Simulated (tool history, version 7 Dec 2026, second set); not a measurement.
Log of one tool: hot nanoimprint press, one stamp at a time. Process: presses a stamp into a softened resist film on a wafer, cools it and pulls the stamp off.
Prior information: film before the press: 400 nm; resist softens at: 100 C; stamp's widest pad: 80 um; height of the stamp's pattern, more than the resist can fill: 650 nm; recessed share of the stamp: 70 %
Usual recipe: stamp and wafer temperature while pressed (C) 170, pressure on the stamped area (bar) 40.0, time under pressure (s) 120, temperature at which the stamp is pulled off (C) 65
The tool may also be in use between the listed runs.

| run | day | stamp and wafer temperature while pressed (C) | pressure on the stamped area (bar) | time under pressure (s) | temperature at which the stamp is pulled off (C) | resist left under the stamp's widest pad (nm) | greatest force while the stamp is pulled off (N) |
|---|---|---|---|---|---|---|---|
| 1 | 0.000 | 170 | 40.0 | 120 | 65 | 209.9 | 135 |
| 2 | 0.988 | 170 | 40.0 | 75 | 65 | 246.0 | 142 |
|  | 2.312 | stamp cleaned and given a new release coat |
| 3 | 2.417 | 170 | 40.0 | 75 | 65 | 249.5 | 116 |
| 4 | 3.196 | 170 | 40.0 | 75 | 65 | 246.5 | 119 |
| 5 | 4.667 | 170 | 40.0 | 120 | 65 | 215.8 | 128 |
|  | 4.925 | plate thermocouple calibrated |
| 6 | 5.758 | 170 | 40.0 | 91 | 60 | 236.4 | 140 |
| 7 | 6.517 | 175 | 40.0 | 120 | 69 | 184.4 | 121 |
| 8 | 7.817 | 170 | 53.7 | 128 | 65 | 186.1 | 136 |
| 9 | 8.475 | 168 | 53.7 | 128 | 69 | 197.4 | 127 |
| 10 | 9.512 | 164 | 26.3 | 81 | 65 | 322.2 | 140 |

What if the next run were any one of these 4? Each begins from the tool's condition after run 10:
| A | 10.342 | 169 | 35.5 | 120 | 65 | ? | ? |
| B | 10.342 | 164 | 62.2 | 81 | 65 | ? | ? |
| C | 10.342 | 170 | 40.0 | 200 | 65 | ? | ? |
| D | 10.342 | 174 | 40.0 | 87 | 65 | ? | ? |

| run | resist left under the stamp's widest pad (nm) | greatest force while the stamp is pulled off (N) |
|---|---|---|
| A | 237.9 | 139 |
| B | 246.4 | 145 |
| C | 181.9 | 149 |
| D | 216.8 | 150 |
Without the tool's hidden state the same runs would have given:
| run | resist left under the stamp's widest pad (nm) | greatest force while the stamp is pulled off (N) |
|---|---|---|
| A | 229.7 | 113 |
| B | 237.5 | 118 |
| C | 174.6 | 121 |
| D | 209.3 | 122 |
